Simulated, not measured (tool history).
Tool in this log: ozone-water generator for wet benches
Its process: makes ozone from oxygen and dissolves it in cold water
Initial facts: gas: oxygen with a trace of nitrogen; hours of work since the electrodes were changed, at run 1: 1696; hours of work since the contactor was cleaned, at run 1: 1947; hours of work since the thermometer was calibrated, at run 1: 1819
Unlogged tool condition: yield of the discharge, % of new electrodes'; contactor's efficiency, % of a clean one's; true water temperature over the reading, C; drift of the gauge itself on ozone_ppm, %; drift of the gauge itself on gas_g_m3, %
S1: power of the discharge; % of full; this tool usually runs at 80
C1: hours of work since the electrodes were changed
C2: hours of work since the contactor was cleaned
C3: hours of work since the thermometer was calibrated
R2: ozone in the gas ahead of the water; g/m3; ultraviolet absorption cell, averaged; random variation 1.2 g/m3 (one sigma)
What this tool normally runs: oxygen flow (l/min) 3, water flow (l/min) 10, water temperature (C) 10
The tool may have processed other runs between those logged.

{"run": 1, "hour": 0.0, "S1": 80, "oxygen flow (l/min)": 3, "water flow (l/min)": 10, "water temperature (C)": 10, "C1": 1696, "C2": 1947, "C3": 1819, "dissolved ozone (ppm)": 26.2, "R2": 199.5}
{"run": 2, "hour": 38.4, "S1": 80, "oxygen flow (l/min)": 3, "water flow (l/min)": 10, "water temperature (C)": 10, "C1": 1726, "C2": 1978, "C3": 1849, "dissolved ozone (ppm)": 26.7, "R2": 197.5}
{"run": 3, "hour": 64.7, "S1": 80, "oxygen flow (l/min)": 3, "water flow (l/min)": 10, "water temperature (C)": 10, "C1": 1747, "C2": 1999, "C3": 1870, "dissolved ozone (ppm)": 26.7, "R2": 197.9}
{"run": 4, "hour": 121.8, "S1": 80, "oxygen flow (l/min)": 3, "water flow (l/min)": 10, "water temperature (C)": 10, "C1": 1793, "C2": 2044, "C3": 1916, "dissolved ozone (ppm)": 26.4, "R2": 200.8}
{"run": 5, "hour": 175.0, "S1": 80, "oxygen flow (l/min)": 3, "water flow (l/min)": 10, "water temperature (C)": 10, "C1": 1835, "C2": 2086, "C3": 1958, "dissolved ozone (ppm)": 26.4, "R2": 199.3}
{"run": 6, "hour": 222.2, "S1": 80, "oxygen flow (l/min)": 3, "water flow (l/min)": 10, "water temperature (C)": 10, "C1": 1873, "C2": 2124, "C3": 1995, "dissolved ozone (ppm)": 26.3, "R2": 199.3}
{"run": 7, "hour": 272.5, "S1": 80, "oxygen flow (l/min)": 3, "water flow (l/min)": 10, "water temperature (C)": 10, "C1": 1913, "C2": 2164, "C3": 2035, "dissolved ozone (ppm)": 26.3, "R2": 197.5}
{"run": 8, "hour": 310.8, "S1": 80, "oxygen flow (l/min)": 3, "water flow (l/min)": 10, "water temperature (C)": 10, "C1": 1943, "C2": 2194, "C3": 2066, "dissolved ozone (ppm)": 26.2, "R2": 199.1}
{"run": 9, "hour": 350.5, "S1": 80, "oxygen flow (l/min)": 3, "water flow (l/min)": 10, "water temperature (C)": 10, "C1": 1975, "C2": 2226, "C3": 2097, "dissolved ozone (ppm)": 26.3, "R2": 198}
{"run": 10, "hour": 403.1, "S1": 80, "oxygen flow (l/min)": 2.29, "water flow (l/min)": 10, "water temperature (C)": 10, "C1": 2017, "C2": 2268, "C3": 2139, "dissolved ozone (ppm)": 26.5, "R2": 238.7}
{"run": 11, "hour": 432.3, "S1": 80, "oxygen flow (l/min)": 2.29, "water flow (l/min)": 10, "water temperature (C)": 10, "C1": 2040, "C2": 2291, "C3": 2162, "dissolved ozone (ppm)": 26.7, "R2": 239.2}
{"run": 12, "hour": 484.1, "S1": 80, "oxygen flow (l/min)": 2.29, "water flow (l/min)": 10, "water temperature (C)": 10, "C1": 2081, "C2": 2332, "C3": 2204, "dissolved ozone (ppm)": 26.4, "R2": 235.3}
{"run": 13, "hour": 537.7, "S1": 80, "oxygen flow (l/min)": 2.29, "water flow (l/min)": 10, "water temperature (C)": 10, "C1": 2124, "C2": 2375, "C3": 2246, "dissolved ozone (ppm)": 26.7, "R2": 237.9}
{"run": 14, "hour": 596.9, "S1": 80, "oxygen flow (l/min)": 2.29, "water flow (l/min)": 10, "water temperature (C)": 10, "C1": 2171, "C2": 2422, "C3": 2293, "dissolved ozone (ppm)": 26.7, "R2": 235.8}
{"run": 15, "hour": 622.1, "S1": 80, "oxygen flow (l/min)": 2.29, "water flow (l/min)": 10, "water temperature (C)": 10, "C1": 2191, "C2": 2442, "C3": 2313, "dissolved ozone (ppm)": 26.3, "R2": 237.4}
{"run": 16, "hour": 672.5, "S1": 80, "oxygen flow (l/min)": 2.29, "water flow (l/min)": 10, "water temperature (C)": 10, "C1": 2231, "C2": 2482, "C3": 2354, "dissolved ozone (ppm)": 26.5, "R2": 236.3}
{"run": 17, "hour": 696.8, "S1": 86, "oxygen flow (l/min)": 1.62, "water flow (l/min)": 10, "water temperature (C)": 10, "C1": 2250, "C2": 2501, "C3": 2373, "dissolved ozone (ppm)": 27.8, "R2": 311.5}
{"run": 18, "hour": 739.0, "S1": 50, "oxygen flow (l/min)": 5.21, "water flow (l/min)": 9, "water temperature (C)": 10, "C1": 2284, "C2": 2535, "C3": 2406, "dissolved ozone (ppm)": 19, "R2": 103.8}
{"run": 19, "hour": 772.7, "S1": 50, "oxygen flow (l/min)": 5.21, "water flow (l/min)": 9, "water temperature (C)": 10, "C1": 2311, "C2": 2562, "C3": 2433, "dissolved ozone (ppm)": 19.5, "R2": 102}
{"run": 20, "hour": 824.1, "S1": 50, "oxygen flow (l/min)": 5.21, "water flow (l/min)": 9, "water temperature (C)": 10, "C1": 2351, "C2": 2603, "C3": 2474, "dissolved ozone (ppm)": 19.1, "R2": 102.5}

The next listed run, before its measurement:
{"run": 21, "hour": 865.4, "S1": 98, "oxygen flow (l/min)": 3, "water flow (l/min)": 9, "water temperature (C)": 10, "C1": 2384, "C2": 2636, "C3": 2507, "dissolved ozone (ppm)": "?", "R2": "?"}

Run 21 measured dissolved ozone (ppm) 32.1, R2 218.9 g/m3.
Minus the tool's unlogged condition, the same run would have read dissolved ozone (ppm) 35.5, R2 232.7 g/m3.
